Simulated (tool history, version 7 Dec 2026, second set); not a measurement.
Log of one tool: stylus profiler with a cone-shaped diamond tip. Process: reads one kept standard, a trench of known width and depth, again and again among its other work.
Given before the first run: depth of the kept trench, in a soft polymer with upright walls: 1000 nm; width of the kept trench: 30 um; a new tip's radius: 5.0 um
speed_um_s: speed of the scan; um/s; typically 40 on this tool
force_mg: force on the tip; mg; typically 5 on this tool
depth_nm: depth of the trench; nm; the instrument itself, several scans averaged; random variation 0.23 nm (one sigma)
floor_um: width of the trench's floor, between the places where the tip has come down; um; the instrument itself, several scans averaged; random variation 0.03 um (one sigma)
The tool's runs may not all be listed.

run	hour	speed_um_s	force_mg	depth_nm	floor_um
1	0	40	5	1014.56	22.79
2	29.5	40	3.23	1010.34	22.66
3	42.5	40	3.23	1010.42	22.63
4	70.7	40	5	1014.58	22.64
5	86.2	38	5	1014.39	22.58
6	112.9	40	5	1014.12	22.51
7	131.4	40	5	1014.32	22.52
8	145.1	40	2.44	1008.12	22.38
9	170.6	40	2.44	1007.69	22.37
10	197.6	40	3.42	1010.62	22.34
11	223.3	40	3.42	1010.69	22.27
12	246.7	40	3.42	1010.62	22.21
13	273.3	40	4.6	1013.53	22.2
14	292.9	30	4.9	1013.69	22.24
15	320.7	30	4.9	1013.65	22.18
16	348.1	12	4.94	1014.01	22.2
17	362.4	52	8.91	1020.64	22.11
18	386.4	52	8.91	1020.67	22.05
19	399.6	95	13.34	1027.83	21.9
20	427.9	121	1.9	1005.96	21.39
21	446.5	122	3.59	1010.5	21.55
22	461.4	11	1.9	1006.14	21.93
23	488	19	1.91	1006.24	21.86
24	515.4	59	5.84	1014.8	21.73
25	543.8	59	5.84	1015.14	21.67

Below are 3 alternative next runs, each starting from the tool's condition after run 25. Predict each:
A	564.9	149	1.93	?	?
B	564.9	54	8.73	?	?
C	564.9	40	5.79	?	?

run	depth_nm	floor_um
A	1005.45	20.96
B	1020.18	21.65
C	1015.21	21.75
What these runs would have given with no unlogged condition in the tool:
run	depth_nm	floor_um
A	1007.76	23.11
B	1022.53	23.8
C	1017.55	23.89
